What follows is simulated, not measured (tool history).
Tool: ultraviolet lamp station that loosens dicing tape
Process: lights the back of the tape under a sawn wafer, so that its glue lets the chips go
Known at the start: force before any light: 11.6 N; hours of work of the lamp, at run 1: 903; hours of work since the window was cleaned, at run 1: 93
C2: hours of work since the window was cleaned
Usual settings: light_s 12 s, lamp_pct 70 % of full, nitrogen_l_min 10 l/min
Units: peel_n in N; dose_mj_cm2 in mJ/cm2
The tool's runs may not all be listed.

Run 1, day 0.000: usual settings; hours of work of the lamp 903; C2 93. Result: peel_n 0.745 N, dose_mj_cm2 296 mJ/cm2.
Run 2, day 1.804: usual settings; hours of work of the lamp 933; C2 123. Result: peel_n 0.776 N, dose_mj_cm2 290 mJ/cm2.
Run 3, day 3.962: usual settings; hours of work of the lamp 969; C2 159. Result: peel_n 0.831 N, dose_mj_cm2 283 mJ/cm2.
Run 4, day 6.033: usual settings; hours of work of the lamp 1003; C2 194. Result: peel_n 0.888 N, dose_mj_cm2 274 mJ/cm2.
Run 5, day 6.983: usual settings but lamp_pct 95 % of full; hours of work of the lamp 1019; C2 209. Result: peel_n 0.427 N, dose_mj_cm2 370 mJ/cm2.
Run 6, day 8.379: usual settings but lamp_pct 80 % of full; hours of work of the lamp 1043; C2 233. Result: peel_n 0.750 N, dose_mj_cm2 301 mJ/cm2.
Run 7, day 9.908: usual settings but lamp_pct 80 % of full; hours of work of the lamp 1068; C2 258. Result: peel_n 0.755 N, dose_mj_cm2 296 mJ/cm2.
At day 10.642: window cleaned of glue's vapour.
Run 8, day 11.350: usual settings; hours of work of the lamp 1092; C2 12. Result: peel_n 0.707 N, dose_mj_cm2 306 mJ/cm2.
Run 9, day 12.846: usual settings; hours of work of the lamp 1117; C2 37. Result: peel_n 0.741 N, dose_mj_cm2 301 mJ/cm2.
Run 10, day 13.983: usual settings; hours of work of the lamp 1136; C2 56. Result: peel_n 0.750 N, dose_mj_cm2 295 mJ/cm2.
Run 11, day 15.483: usual settings; hours of work of the lamp 1161; C2 81. Result: peel_n 0.821 N, dose_mj_cm2 284 mJ/cm2.
Run 12, day 16.658: usual settings; hours of work of the lamp 1181; C2 101. Result: peel_n 0.820 N, dose_mj_cm2 283 mJ/cm2.
Run 13, day 17.696: usual settings; hours of work of the lamp 1198; C2 118. Result: peel_n 0.870 N, dose_mj_cm2 279 mJ/cm2.
Run 14, day 18.900: usual settings; hours of work of the lamp 1218; C2 138. Result: peel_n 0.914 N, dose_mj_cm2 269 mJ/cm2.
Run 15, day 20.600: usual settings; hours of work of the lamp 1246; C2 166. Result: peel_n 0.943 N, dose_mj_cm2 264 mJ/cm2.
Run 16, day 22.529: usual settings; hours of work of the lamp 1279; C2 199. Result: peel_n 1.013 N, dose_mj_cm2 258 mJ/cm2.
Run 17, day 24.233: usual settings but nitrogen_l_min 11 l/min; hours of work of the lamp 1307; C2 227. Result: peel_n 1.041 N, dose_mj_cm2 250 mJ/cm2.
Run 18, day 26.000: usual settings but light_s 6 s, lamp_pct 85 % of full, nitrogen_l_min 9 l/min; hours of work of the lamp 1337; C2 257. Result: peel_n 2.859 N, dose_mj_cm2 149 mJ/cm2.
At day 26.900: window cleaned of glue's vapour.
Run 19, day 28.038: usual settings but lamp_pct 85 % of full, nitrogen_l_min 9 l/min; hours of work of the lamp 1370; C2 19. Result: peel_n 0.528 N, dose_mj_cm2 347 mJ/cm2.
Run 20, day 29.229: usual settings but light_s 9 s, lamp_pct 92 % of full, nitrogen_l_min 3 l/min; hours of work of the lamp 1390; C2 39. Result: peel_n 1.618 N, dose_mj_cm2 272 mJ/cm2.

The next listed run, before its measurement:
Run 21, day 30.442: usual settings but lamp_pct 78 % of full, nitrogen_l_min 6 l/min; hours of work of the lamp 1410; C2 59. Result: peel_n ?, dose_mj_cm2 ?.

{"run 21": {"peel_n": 0.881, "dose_mj_cm2": 305}}
Without the tool's hidden state the same run would have given peel_n 0.357 N, dose_mj_cm2 436 mJ/cm2.

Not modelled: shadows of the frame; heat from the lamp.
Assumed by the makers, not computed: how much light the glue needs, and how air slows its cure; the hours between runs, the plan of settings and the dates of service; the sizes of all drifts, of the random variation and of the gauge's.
